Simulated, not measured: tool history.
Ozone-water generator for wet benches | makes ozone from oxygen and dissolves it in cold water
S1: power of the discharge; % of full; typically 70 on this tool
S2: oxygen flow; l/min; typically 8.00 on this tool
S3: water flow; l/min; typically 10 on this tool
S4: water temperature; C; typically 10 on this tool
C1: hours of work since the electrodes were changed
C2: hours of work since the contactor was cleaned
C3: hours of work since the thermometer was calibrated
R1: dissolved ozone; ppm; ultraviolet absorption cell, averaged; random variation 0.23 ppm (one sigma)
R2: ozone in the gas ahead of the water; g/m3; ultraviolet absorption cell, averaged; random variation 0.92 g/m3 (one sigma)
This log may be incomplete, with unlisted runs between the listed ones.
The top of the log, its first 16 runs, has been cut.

run 17 hour=609.8 | S1=70 S2=7.87 S3=10 S4=10 | C1=2621 C2=352 C3=991 | R1=35.3 R2=155.7
run 18 hour=652.2 | S1=40 S2=9.99 S3=10 S4=10 | C1=2663 C2=394 C3=1033 | R1=23.4 R2=96.4
run 19 hour=680.5 | S1=40 S2=10.78 S3=8 S4=10 | C1=2690 C2=421 C3=1061 | R1=25.7 R2=90.8
run 20 hour=719.6 | S1=40 S2=10.78 S3=8 S4=10 | C1=2729 C2=460 C3=1099 | R1=25.6 R2=91.3
run 21 hour=741.9 | S1=82 S2=4.31 S3=12 S4=9 | C1=2751 C2=482 C3=1121 | R1=40.1 R2=256.1
run 22 hour=792.1 | S1=82 S2=4.59 S3=12 S4=9 | C1=2800 C2=531 C3=1170 | R1=39.5 R2=246.7
run 23 hour=830.6 | S1=92 S2=10.78 S3=10 S4=11 | C1=2838 C2=569 C3=1208 | R1=35.9 R2=147.1
run 24 hour=872.7 | S1=92 S2=10.78 S3=10 S4=11 | C1=2879 C2=610 C3=1249 | R1=36.1 R2=146.9
run 25 hour=912.7 | S1=92 S2=10.78 S3=10 S4=11 | C1=2918 C2=650 C3=1289 | R1=36.3 R2=148.2
run 26 hour=964.4 | S1=94 S2=6.67 S3=10 S4=6 | C1=2969 C2=700 C3=1340 | R1=47.7 R2=207.6
run 27 hour=1015.0 | S1=94 S2=6.67 S3=10 S4=6 | C1=3019 C2=750 C3=1389 | R1=48.2 R2=207.3
run 28 hour=1038.9 | S1=70 S2=6.60 S3=10 S4=11 | C1=3042 C2=774 C3=1413 | R1=36.9 R2=175.0
run 29 hour=1079.9 | S1=70 S2=8.00 S3=10 S4=10 | C1=3083 C2=814 C3=1453 | R1=35.2 R2=154.6
run 30 hour=1102.8 | S1=79 S2=10.41 S3=7 S4=8 | C1=3105 C2=836 C3=1476 | R1=42.3 R2=138.6
run 31 hour=1134.8 | S1=66 S2=7.45 S3=7 S4=7 | C1=3137 C2=868 C3=1507 | R1=45.5 R2=157.2
run 32 hour=1186.2 | S1=70 S2=4.98 S3=14 S4=5 | C1=3187 C2=918 C3=1557 | R1=33.0 R2=214.3

Consider 5 possible next runs. They are alternatives, not a sequence: every one starts from the tool as it was left by run 32. What does each give?
run A hour=1214.0 | S1=70 S2=12.65 S3=14 S4=5 | C1=3214 C2=946 C3=1585 | R1=? R2=?
run B hour=1214.0 | S1=52 S2=5.46 S3=10 S4=18 | C1=3214 C2=946 C3=1585 | R1=? R2=?
run C hour=1214.0 | S1=70 S2=4.91 S3=14 S4=7 | C1=3214 C2=946 C3=1585 | R1=? R2=?
run D hour=1214.0 | S1=68 S2=4.98 S3=7 S4=5 | C1=3214 C2=946 C3=1585 | R1=? R2=?
run E hour=1214.0 | S1=70 S2=6.55 S3=14 S4=11 | C1=3214 C2=946 C3=1585 | R1=? R2=?

run=A R1=26.8 R2=114.0
run=B R1=28.7 R2=168.5
run=C R1=31.7 R2=214.3
run=D R1=55.0 R2=207.2
run=E R1=28.5 R2=178.4
The same runs, with their run-to-run variation unchanged, on a tool lacking any hidden condition would have given:
run=A R1=26.8 R2=114.1
run=B R1=28.8 R2=168.6
run=C R1=31.7 R2=214.4
run=D R1=55.0 R2=207.3
run=E R1=28.5 R2=178.5
